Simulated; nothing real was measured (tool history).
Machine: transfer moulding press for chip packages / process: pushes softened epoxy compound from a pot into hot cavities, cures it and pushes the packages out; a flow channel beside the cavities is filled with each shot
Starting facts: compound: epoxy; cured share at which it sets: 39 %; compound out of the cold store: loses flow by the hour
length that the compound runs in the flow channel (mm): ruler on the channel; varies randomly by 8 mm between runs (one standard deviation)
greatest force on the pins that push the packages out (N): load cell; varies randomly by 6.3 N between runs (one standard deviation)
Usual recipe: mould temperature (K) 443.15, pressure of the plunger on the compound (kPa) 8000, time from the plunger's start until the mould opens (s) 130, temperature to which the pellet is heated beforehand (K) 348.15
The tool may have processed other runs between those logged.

run,hour,mould temperature (K),pressure of the plunger on the compound (kPa),time from the plunger's start until the mould opens (s),temperature to which the pellet is heated beforehand (K),incoming compound's hours out of the cold store,length that the compound runs in the flow channel (mm),greatest force on the pins that push the packages out (N)
1,0,443.15,8000,130,348.15,15.5,812,272
2,23.7,443.15,8000,130,348.15,46,776,298
3,47.6,443.15,8000,130,348.15,8.2,917,342
4,65.6,443.15,8000,130,348.15,36.5,805,375
5,84.7,443.15,8000,143,348.15,25.8,850,360
6,104.4,443.15,8000,143,348.15,46.7,750,377
7,130.1,443.15,8000,135,348.15,37.5,787,246
8,153,443.15,8000,130,348.15,16.8,868,290
9,173.7,443.15,8170,130,348.15,40.5,785,316
10,200,443.15,8170,130,348.15,17.4,869,268
11,214,441.15,8170,130,348.15,35.5,801,288
12,239.3,441.15,8740,130,348.15,9.5,935,346
13,256.3,441.15,8740,130,348.15,17.1,915,375
14,269.2,443.15,8000,130,348.15,15,843,250
15,287.2,443.15,8000,130,348.15,14.2,876,285
16,310.9,443.15,8000,114,348.15,46.4,722,347
17,326.2,439.15,8790,110,348.15,33.7,832,489
18,342.7,443.15,8000,129,348.15,38.6,749,264
19,367.6,439.15,8000,144,348.15,20.9,833,310
20,393,439.15,8000,144,348.15,13.4,855,350
21,422,443.15,8960,135,348.15,19.3,918,273
22,441.4,443.15,8960,135,348.15,45.2,807,280
23,464.2,448.15,8180,135,348.15,20.1,844,289
24,477.9,448.15,8660,130,343.15,44.2,786,319
25,498.1,443.15,6420,130,343.15,20.6,759,277
26,510.6,446.15,8000,130,348.15,34,784,275
27,527,443.15,6280,130,348.15,11.8,805,326
28,542.3,443.15,6280,130,348.15,41.5,684,330

Not shown here: 9 entries made in the log between runs. Locate each between two listed runs and compare the hidden state at the listed run before it with the hidden state at the listed run after it:
Runs 1 to 2: plunger's sealing rings changed (hour 6.7)
  true mould temperature over the reading, C: 0.22 -> 0.2; pressure that reaches the compound, % of what is set: 84.89 -> 99.35; grip of the stained cavities, % over clean ones': 16.6 -> 28.3
  the result without the hidden state subtracted from the measured one, length that the compound runs in the flow channel (mm): -71 -> -3; greatest force on the pins that push the packages out (N): +38 -> +65
Runs 3 to 4: cavities cleaned with cleaning compound and waxed (hour 53.2)
  true mould temperature over the reading, C: 0.18 -> 0.17; pressure that reaches the compound, % of what is set: 98.51 -> 97.89; grip of the stained cavities, % over clean ones': 38.1 -> 59.6
  the result without the hidden state subtracted from the measured one, length that the compound runs in the flow channel (mm): -8 -> -10; greatest force on the pins that push the packages out (N): +92 -> +137
Runs 6 to 7: cavities cleaned with cleaning compound and waxed (hour 125.1)
  true mould temperature over the reading, C: 0.14 -> 0.12; pressure that reaches the compound, % of what is set: 96.4 -> 95.51; grip of the stained cavities, % over clean ones': 59.7 -> 5.6
  the result without the hidden state subtracted from the measured one, length that the compound runs in the flow channel (mm): -15 -> -19; greatest force on the pins that push the packages out (N): +139 -> +12
Runs 9 to 10: cavities cleaned with cleaning compound and waxed, once more (hour 190.9)
  true mould temperature over the reading, C: 0.08 -> 0.06; pressure that reaches the compound, % of what is set: 93.87 -> 92.95; grip of the stained cavities, % over clean ones': 31.5 -> 9.1
  the result without the hidden state subtracted from the measured one, length that the compound runs in the flow channel (mm): -25 -> -33; greatest force on the pins that push the packages out (N): +75 -> +22
Runs 13 to 14: cavities cleaned with cleaning compound and waxed (hour 263.5)
  true mould temperature over the reading, C: 0.02 -> 0.01; pressure that reaches the compound, % of what is set: 90.87 -> 90.42; grip of the stained cavities, % over clean ones': 38.2 -> 5.3
  the result without the hidden state subtracted from the measured one, length that the compound runs in the flow channel (mm): -45 -> -43; greatest force on the pins that push the packages out (N): +103 -> +13
Runs 17 to 18: cavities cleaned with cleaning compound and waxed (hour 335.8)
  true mould temperature over the reading, C: -0.04 -> -0.05; pressure that reaches the compound, % of what is set: 88.28 -> 87.77; grip of the stained cavities, % over clean ones': 36.1 -> 6.4
  the result without the hidden state subtracted from the measured one, length that the compound runs in the flow channel (mm): -54 -> -50; greatest force on the pins that push the packages out (N): +129 -> +16
Runs 20 to 21: plunger's sealing rings changed (hour 408.8); cavities cleaned with cleaning compound and waxed (hour 410.3)
  true mould temperature over the reading, C: -0.09 -> -0.11; pressure that reaches the compound, % of what is set: 85.96 -> 99.33; grip of the stained cavities, % over clean ones': 34.1 -> 10.4
  the result without the hidden state subtracted from the measured one, length that the compound runs in the flow channel (mm): -67 -> -2; greatest force on the pins that push the packages out (N): +88 -> +27
Runs 24 to 25: cavities cleaned with cleaning compound and waxed (hour 482.1)
  true mould temperature over the reading, C: -0.15 -> -0.17; pressure that reaches the compound, % of what is set: 97.21 -> 96.51; grip of the stained cavities, % over clean ones': 38 -> 13.8
  the result without the hidden state subtracted from the measured one, length that the compound runs in the flow channel (mm): -11 -> -13; greatest force on the pins that push the packages out (N): +87 -> +35
